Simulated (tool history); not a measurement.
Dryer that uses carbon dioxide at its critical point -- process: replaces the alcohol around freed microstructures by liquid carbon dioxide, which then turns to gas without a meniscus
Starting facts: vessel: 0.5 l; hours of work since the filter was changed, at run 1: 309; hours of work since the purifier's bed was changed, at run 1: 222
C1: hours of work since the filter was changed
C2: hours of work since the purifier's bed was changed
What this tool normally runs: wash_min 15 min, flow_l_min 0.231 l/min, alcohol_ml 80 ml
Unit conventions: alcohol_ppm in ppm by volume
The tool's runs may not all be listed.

run 1 hour=0 | wash_min=15 flow_l_min=0.231 alcohol_ml=80 | C1=309 C2=222 | alcohol_ppm=977
run 2 hour=6.8 | wash_min=19 flow_l_min=0.231 alcohol_ml=80 | C1=314 C2=226 | alcohol_ppm=303
run 3 hour=11.1 | wash_min=17 flow_l_min=0.231 alcohol_ml=80 | C1=316 C2=229 | alcohol_ppm=540
run 4 hour=19.7 | wash_min=17 flow_l_min=0.231 alcohol_ml=80 | C1=322 C2=235 | alcohol_ppm=527
run 5 hour=25 | wash_min=15 flow_l_min=0.231 alcohol_ml=80 | C1=325 C2=238 | alcohol_ppm=1023
run 6 hour=32.7 | wash_min=15 flow_l_min=0.231 alcohol_ml=80 | C1=330 C2=243 | alcohol_ppm=1028
run 7 hour=37.3 | wash_min=15 flow_l_min=0.231 alcohol_ml=80 | C1=333 C2=246 | alcohol_ppm=1076
run 8 hour=41.1 | wash_min=15 flow_l_min=0.231 alcohol_ml=80 | C1=336 C2=249 | alcohol_ppm=1060
run 9 hour=49.7 | wash_min=15 flow_l_min=0.337 alcohol_ml=80 | C1=341 C2=254 | alcohol_ppm=170
run 10 hour=55.5 | wash_min=15 flow_l_min=0.337 alcohol_ml=80 | C1=345 C2=258 | alcohol_ppm=173
run 11 hour=63 | wash_min=15 flow_l_min=0.337 alcohol_ml=80 | C1=350 C2=263 | alcohol_ppm=178
run 12 hour=71.4 | wash_min=15 flow_l_min=0.337 alcohol_ml=38 | C1=355 C2=268 | alcohol_ppm=116
run 13 hour=78.4 | wash_min=15 flow_l_min=0.337 alcohol_ml=38 | C1=360 C2=273 | alcohol_ppm=130
run 14 hour=83.7 | wash_min=15 flow_l_min=0.291 alcohol_ml=30 | C1=363 C2=276 | alcohol_ppm=177
run 15 hour=92.8 | wash_min=15 flow_l_min=0.291 alcohol_ml=30 | C1=369 C2=282 | alcohol_ppm=186
run 16 hour=98.2 | wash_min=11 flow_l_min=0.146 alcohol_ml=25 | C1=373 C2=286 | alcohol_ppm=4745

Each row is a separate what-if for the run after 16, all from the same tool condition, not one after another. Results?
run A hour=102.2 | wash_min=15 flow_l_min=0.376 alcohol_ml=32 | C1=375 C2=288 | alcohol_ppm=?
run B hour=102.2 | wash_min=24 flow_l_min=0.232 alcohol_ml=60 | C1=375 C2=288 | alcohol_ppm=?
run C hour=102.2 | wash_min=12 flow_l_min=0.146 alcohol_ml=25 | C1=375 C2=288 | alcohol_ppm=?

run=A alcohol_ppm=99
run=B alcohol_ppm=112
run=C alcohol_ppm=3846
The same runs, with their run-to-run variation unchanged, on a tool lacking any hidden condition would have given:
run=A alcohol_ppm=12
run=B alcohol_ppm=8
run=C alcohol_ppm=2348

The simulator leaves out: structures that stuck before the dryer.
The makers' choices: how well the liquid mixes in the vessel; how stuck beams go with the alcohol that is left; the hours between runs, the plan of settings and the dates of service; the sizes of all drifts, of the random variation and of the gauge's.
